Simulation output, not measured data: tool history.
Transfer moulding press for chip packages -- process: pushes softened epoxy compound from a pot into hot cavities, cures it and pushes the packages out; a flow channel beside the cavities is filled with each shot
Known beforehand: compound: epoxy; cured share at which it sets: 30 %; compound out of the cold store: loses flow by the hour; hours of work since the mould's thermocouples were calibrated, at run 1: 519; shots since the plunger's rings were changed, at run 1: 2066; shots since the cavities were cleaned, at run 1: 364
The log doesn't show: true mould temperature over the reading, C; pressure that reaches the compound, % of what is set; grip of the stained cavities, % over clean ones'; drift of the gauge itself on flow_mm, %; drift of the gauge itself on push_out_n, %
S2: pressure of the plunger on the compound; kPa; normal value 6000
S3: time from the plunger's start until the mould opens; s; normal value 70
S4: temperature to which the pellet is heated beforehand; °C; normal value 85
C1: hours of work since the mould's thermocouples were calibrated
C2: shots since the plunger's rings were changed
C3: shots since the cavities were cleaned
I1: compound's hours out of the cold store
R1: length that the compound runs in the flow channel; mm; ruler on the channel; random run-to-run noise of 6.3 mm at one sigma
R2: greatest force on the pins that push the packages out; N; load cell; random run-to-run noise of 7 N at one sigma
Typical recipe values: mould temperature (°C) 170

Run 1, day 0.000: usual settings; C1 519; C2 2066; C3 364; I1 27.9. Result: R1 848 mm, R2 519 N.
At day 1.917: cavities cleaned with cleaning compound and waxed.
Run 2, day 3.058: usual settings; C1 553; C2 2916; C3 324; I1 13.0. Result: R1 866 mm, R2 536 N.
At day 5.083: cavities cleaned with cleaning compound and waxed.
Run 3, day 6.254: usual settings; C1 588; C2 3804; C3 331; I1 26.3. Result: R1 820 mm, R2 529 N.
At day 8.246: cavities cleaned with cleaning compound and waxed.
Run 4, day 8.246: usual settings; C1 610; C2 4352; C3 0; I1 12.7. Result: R1 830 mm, R2 295 N.
Run 5, day 10.279: usual settings; C1 632; C2 4929; C3 577; I1 45.0. Result: R1 774 mm, R2 580 N.
At day 11.383: plunger's sealing rings changed.
At day 11.446: cavities cleaned with cleaning compound and waxed.
Run 6, day 12.417: usual settings; C1 654; C2 275; C3 275; I1 13.9. Result: R1 890 mm, R2 495 N.
Run 7, day 14.038: usual settings; C1 673; C2 736; C3 736; I1 12.9. Result: R1 891 mm, R2 613 N.
At day 14.579: cavities cleaned with cleaning compound and waxed.
Run 8, day 16.992: usual settings; C1 705; C2 1556; C3 684; I1 24.0. Result: R1 850 mm, R2 616 N.
At day 17.758: cavities cleaned with cleaning compound and waxed.
At day 18.100: mould's thermocouples calibrated.
Run 9, day 19.812: usual settings but S2 6280 kPa; C1 19; C2 2315; C3 559; I1 38.7. Result: R1 831 mm, R2 574 N.
At day 20.942: cavities cleaned with cleaning compound and waxed.
Run 10, day 22.250: usual settings but S2 6280 kPa; C1 46; C2 2989; C3 371; I1 18.7. Result: R1 875 mm, R2 567 N.
At day 24.196: cavities cleaned with cleaning compound and waxed.
Run 11, day 25.404: usual settings but S2 6280 kPa; C1 81; C2 3867; C3 343; I1 15.9. Result: R1 863 mm, R2 559 N.
At day 27.442: cavities cleaned with cleaning compound and waxed.
Run 12, day 28.629: usual settings but S2 6280 kPa; C1 116; C2 4763; C3 336; I1 8.5. Result: R1 874 mm, R2 536 N.
At day 30.221: plunger's sealing rings changed.
At day 30.817: cavities cleaned with cleaning compound and waxed.
Run 13, day 31.271: usual settings; C1 144; C2 280; C3 129; I1 27.1. Result: R1 858 mm, R2 412 N.
At day 33.933: cavities cleaned with cleaning compound and waxed.
Run 14, day 34.150: usual settings but S2 5570 kPa; C1 175; C2 1079; C3 62; I1 31.3. Result: R1 810 mm, R2 364 N.
At day 37.150: cavities cleaned with cleaning compound and waxed.
Run 15, day 37.158: usual settings but S2 6620 kPa, S4 95 °C; C1 209; C2 1915; C3 2; I1 22.8. Result: R1 893 mm, R2 268 N.
Run 16, day 39.254: usual settings but mould temperature (°C) 167, S2 5720 kPa, S3 75 s; C1 232; C2 2510; C3 597; I1 26.6. Result: R1 813 mm, R2 615 N.
At day 40.308: cavities cleaned with cleaning compound and waxed.
Run 17, day 41.396: usual settings but mould temperature (°C) 167, S2 5720 kPa, S3 75 s; C1 255; C2 3100; C3 308; I1 19.5. Result: R1 823 mm, R2 523 N.
At day 43.500: cavities cleaned with cleaning compound and waxed.
Run 18, day 43.500: usual settings but mould temperature (°C) 165, S2 6260 kPa, S3 92 s, S4 83 °C; C1 278; C2 3680; C3 0; I1 26.6. Result: R1 845 mm, R2 224 N.
Run 19, day 45.146: usual settings but mould temperature (°C) 165, S2 6260 kPa, S3 92 s, S4 83 °C; C1 297; C2 4147; C3 467; I1 29.8. Result: R1 841 mm, R2 434 N.
At day 46.671: cavities cleaned with cleaning compound and waxed.
Run 20, day 47.879: usual settings but mould temperature (°C) 165, S2 6260 kPa, S3 92 s, S4 83 °C; C1 327; C2 4904; C3 343; I1 24.5. Result: R1 838 mm, R2 399 N.
At day 49.088: plunger's sealing rings changed.
Run 21, day 49.338: usual settings but S2 5520 kPa, S3 85 s; C1 342; C2 71; C3 728; I1 32.1. Result: R1 812 mm, R2 451 N.
At day 49.879: cavities cleaned with cleaning compound and waxed.
Run 22, day 50.900: usual settings but S2 5520 kPa, S3 85 s; C1 359; C2 496; C3 289; I1 31.4. Result: R1 816 mm, R2 366 N.
Run 23, day 52.338: usual settings but S2 5520 kPa, S3 85 s; C1 375; C2 904; C3 697; I1 13.4. Result: R1 850 mm, R2 455 N.
At day 53.104: cavities cleaned with cleaning compound and waxed.
Run 24, day 55.067: usual settings but mould temperature (°C) 174, S2 5730 kPa, S3 109 s; C1 405; C2 1661; C3 557; I1 13.4. Result: R1 844 mm, R2 389 N.
At day 56.333: cavities cleaned with cleaning compound and waxed.
Run 25, day 56.550: usual settings but mould temperature (°C) 169, S2 5730 kPa, S3 109 s, S4 92 °C; C1 421; C2 2064; C3 61; I1 43.7. Result: R1 787 mm, R2 229 N.
Run 26, day 59.012: usual settings but mould temperature (°C) 169, S2 5730 kPa, S3 109 s, S4 92 °C; C1 448; C2 2763; C3 760; I1 19.2. Result: R1 818 mm, R2 404 N.
At day 59.429: cavities cleaned with cleaning compound and waxed.
Run 27, day 60.788: usual settings but S2 5580 kPa, S3 81 s; C1 468; C2 3249; C3 385; I1 31.1. Result: R1 788 mm, R2 416 N.
At day 62.596: cavities cleaned with cleaning compound and waxed.
Run 28, day 62.929: usual settings but S2 5580 kPa, S3 81 s; C1 491; C2 3839; C3 95; I1 21.2. Result: R1 796 mm, R2 281 N.

Consider 3 possible next runs. They are alternatives, not a sequence: every one starts from the tool as it was left by run 28. What does each give?
Run A, day 64.892: usual settings but S3 97 s; C1 513; C2 4395; C3 651; I1 28.3. Result: R1 ?, R2 ?.
Run B, day 64.892: usual settings but mould temperature (°C) 164, S3 92 s; C1 513; C2 4395; C3 651; I1 36.1. Result: R1 ?, R2 ?.
Run C, day 64.892: usual settings but S2 5580 kPa, S3 81 s; C1 513; C2 4395; C3 651; I1 45.1. Result: R1 ?, R2 ?.

run   R1   R2
  A  801  412
  B  812  479
  C  745  455
The same runs, with their run-to-run variation unchanged, on a tool lacking any hidden condition would have given:
run   R1   R2
  A  851  191
  B  863  227
  C  792  218
